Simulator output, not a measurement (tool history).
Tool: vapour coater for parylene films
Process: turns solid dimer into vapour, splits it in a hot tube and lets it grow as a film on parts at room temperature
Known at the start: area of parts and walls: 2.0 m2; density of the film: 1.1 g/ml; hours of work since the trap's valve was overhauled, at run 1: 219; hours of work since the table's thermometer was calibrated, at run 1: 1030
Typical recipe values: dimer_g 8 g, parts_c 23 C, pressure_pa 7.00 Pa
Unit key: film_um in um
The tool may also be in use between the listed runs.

| run | hour | dimer_g | parts_c | pressure_pa | hours of work since the trap's valve was overhauled | hours of work since the table's thermometer was calibrated | film_um |
|---|---|---|---|---|---|---|---|
| 1 | 0.0 | 8 | 23 | 7.00 | 219 | 1030 | 2.382 |
| 2 | 39.4 | 8 | 23 | 3.83 | 245 | 1057 | 2.479 |
| 3 | 74.9 | 8 | 23 | 7.00 | 269 | 1081 | 2.372 |
| 4 | 113.7 | 8 | 23 | 7.00 | 296 | 1107 | 2.357 |
| 5 | 139.3 | 8 | 23 | 7.00 | 313 | 1124 | 2.354 |
| 6 | 163.8 | 8 | 23 | 7.00 | 329 | 1140 | 2.359 |
| 7 | 205.0 | 8 | 23 | 7.00 | 357 | 1168 | 2.338 |
| 8 | 239.9 | 8 | 23 | 7.00 | 381 | 1192 | 2.339 |
| 9 | 282.2 | 8 | 23 | 7.00 | 409 | 1220 | 2.340 |
|  | 300.6 | trap's valve overhauled |
| 10 | 305.9 | 8 | 23 | 6.88 | 4 | 1233 | 2.466 |
| 11 | 339.0 | 8 | 23 | 6.88 | 26 | 1256 | 2.470 |
| 12 | 380.9 | 8 | 23 | 6.88 | 54 | 1284 | 2.451 |
| 13 | 423.5 | 8 | 16 | 7.00 | 83 | 1313 | 3.223 |

Expected results for the next run?
| 14 | 451.7 | 8 | 21 | 7.00 | 102 | 1332 | ? |

Run 14 measured film_um 2.635 um.
If the tool had no hidden condition, the same run with the same run-to-run variation would have returned film_um 2.551 um.

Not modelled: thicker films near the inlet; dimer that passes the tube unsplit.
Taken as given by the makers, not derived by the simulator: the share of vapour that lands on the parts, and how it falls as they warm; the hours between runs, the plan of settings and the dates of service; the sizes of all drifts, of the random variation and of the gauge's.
